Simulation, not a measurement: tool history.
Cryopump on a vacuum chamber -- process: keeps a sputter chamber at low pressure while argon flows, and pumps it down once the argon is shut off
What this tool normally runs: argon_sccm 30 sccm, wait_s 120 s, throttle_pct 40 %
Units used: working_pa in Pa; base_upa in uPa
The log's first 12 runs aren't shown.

| run | hour | argon_sccm | wait_s | throttle_pct | working_pa | base_upa |
|---|---|---|---|---|---|---|
| 13 | 167.2 | 30 | 120 | 40 | 0.0757 | 0.79 |
| 14 | 181.4 | 30 | 120 | 40 | 0.0769 | 0.83 |
| 15 | 192.8 | 15 | 120 | 40 | 0.0385 | 0.82 |
| 16 | 206.3 | 15 | 120 | 40 | 0.0383 | 0.81 |
| 17 | 220.2 | 15 | 120 | 40 | 0.0380 | 0.83 |
| 18 | 232.6 | 15 | 29 | 40 | 0.0387 | 1.95 |
| 19 | 251.6 | 18 | 114 | 44 | 0.0416 | 0.78 |
| 20 | 266.1 | 15 | 117 | 48 | 0.0325 | 0.82 |
| 21 | 278.3 | 30 | 56 | 31 | 0.0977 | 1.19 |
| 22 | 292.8 | 30 | 56 | 31 | 0.0975 | 1.25 |
| 23 | 312.3 | 30 | 56 | 31 | 0.0973 | 1.26 |
| 24 | 324.0 | 30 | 56 | 31 | 0.0983 | 1.25 |
| 25 | 338.7 | 30 | 24 | 21 | 0.1423 | 2.27 |
| 26 | 355.8 | 30 | 24 | 21 | 0.1421 | 2.28 |
| 27 | 370.2 | 40 | 120 | 35 | 0.1152 | 0.86 |
| 28 | 388.5 | 40 | 120 | 35 | 0.1155 | 0.84 |
| 29 | 405.9 | 31 | 120 | 40 | 0.0792 | 0.88 |
| 30 | 417.0 | 31 | 47 | 46 | 0.0689 | 1.43 |
| 31 | 427.0 | 31 | 47 | 46 | 0.0689 | 1.41 |
| 32 | 437.5 | 37 | 37 | 15 | 0.2466 | 1.66 |
| 33 | 456.0 | 19 | 120 | 22 | 0.0880 | 0.87 |
| 34 | 464.9 | 19 | 120 | 22 | 0.0880 | 0.87 |
| 35 | 474.8 | 19 | 120 | 22 | 0.0869 | 0.91 |

Below are 3 alternative next runs, each starting from the tool's condition after run 35. Predict each:
| A | 487.0 | 17 | 120 | 40 | ? | ? |
| B | 487.0 | 17 | 63 | 22 | ? | ? |
| C | 487.0 | 19 | 170 | 22 | ? | ? |

| run | working_pa | base_upa |
|---|---|---|
| A | 0.0424 | 0.88 |
| B | 0.0775 | 1.21 |
| C | 0.0866 | 0.81 |
What these runs would have given with no unlogged condition in the tool:
| run | working_pa | base_upa |
|---|---|---|
| A | 0.0406 | 0.53 |
| B | 0.0757 | 0.85 |
| C | 0.0846 | 0.45 |
